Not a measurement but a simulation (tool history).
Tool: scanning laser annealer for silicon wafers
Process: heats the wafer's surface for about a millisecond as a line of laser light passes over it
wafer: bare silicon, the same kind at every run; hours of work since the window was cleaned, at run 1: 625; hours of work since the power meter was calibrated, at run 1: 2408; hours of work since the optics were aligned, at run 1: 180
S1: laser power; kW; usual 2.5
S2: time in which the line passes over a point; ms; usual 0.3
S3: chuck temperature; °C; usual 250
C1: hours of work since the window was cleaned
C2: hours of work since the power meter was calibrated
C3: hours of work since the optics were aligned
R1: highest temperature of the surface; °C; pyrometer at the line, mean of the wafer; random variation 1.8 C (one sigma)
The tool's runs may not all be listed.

run    hour     S1     S2   S3   C1    C2    C3   R1
  1       0    2.5    0.3  250  625  2408   180  949
  2    48.5    2.5    0.3  250  661  2444   216  951
  3   119.5    2.5    0.3  250  714  2497   269  947
  4   193.2    2.5    0.3  250  769  2552   325  949
  5     263    2.5    0.3  250  822  2604   377  945
  6   331.3    2.5    0.3  250  873  2655   428  945
  7   411.5    2.5    0.3  250  933  2715   488  943
  8   472.3    2.5    0.3  250  978  2761   533  943
      504.1  -- window over the wafer cleaned
  9   549.1    2.5    0.3  250   34  2817   589  959
 10   597.5    2.5    0.3  250   70  2853   626  953
 11   644.8    2.5    0.3  250  105  2888   661  953
 12   700.3    2.5    0.3  215  147  2930   702  915
 13   768.1    2.5    0.3  215  198  2981   753  918
 14   849.2    2.5  0.335  250  258  3041   814  988
 15   889.7    2.5  0.335  250  289  3072   844  985
 16   952.3    2.5  0.335  250  335  3119   891  982
 17   996.4    2.5  0.335  250  368  3152   924  984
 18  1057.2    2.5  0.335  250  414  3197   970  980
 19  1132.4  2.687  0.216  250  470  3253  1026  912
 20  1213.9  2.687  0.216  250  531  3314  1087  914
 21  1308.1  2.687  0.216  250  602  3385  1157  910
 22  1393.5  2.687  0.216  250  665  3449  1221  910
 23  1474.7  2.602  0.214  213  726  3509  1282  844
     1541.5  -- laser's power meter calibrated
 24  1564.3  2.391   0.22  250  791    17  1347  822
 25  1606.2  2.461  0.282  225  822    48  1378  878
 26  1693.8  2.461  0.282  225  888   114  1444  880
 27  1754.8  2.386  0.309  250  933   160  1489  906
 28  1833.2  2.386  0.309  212  992   218  1548  864
     1845.9  -- window over the wafer cleaned
 29  1920.3  2.386  0.309  212   56   282  1611  880
 30  1986.5  2.386  0.309  212  105   331  1661  880
 31    2054  2.386  0.309  212  156   382  1712  877
 32    2097  2.386  0.309  212  188   414  1744  882
 33  2167.1  2.581    0.3  276  240   467  1796  995
 34  2226.4  2.749  0.274  255  285   511  1841  997

Forecast each of these 4 alternatives for the next run:
     2298.3  -- optics aligned, line set to its width
  A  2298.3  2.749  0.312  255  335  561   0   ?
     2298.3  -- optics aligned, line set to its width
  B  2298.3    2.5  0.294  250  335  561   0   ?
     2298.3  -- optics aligned, line set to its width
  C  2298.3    2.5    0.3  223  335  561   0   ?
     2298.3  -- optics aligned, line set to its width
  D  2298.3  2.315  0.274  255  335  561   0   ?

run    R1
  A  1050
  B   946
  C   922
  D   873
Without the tool's hidden state the same runs would have given:
run    R1
  A  1056
  B   951
  C   927
  D   877

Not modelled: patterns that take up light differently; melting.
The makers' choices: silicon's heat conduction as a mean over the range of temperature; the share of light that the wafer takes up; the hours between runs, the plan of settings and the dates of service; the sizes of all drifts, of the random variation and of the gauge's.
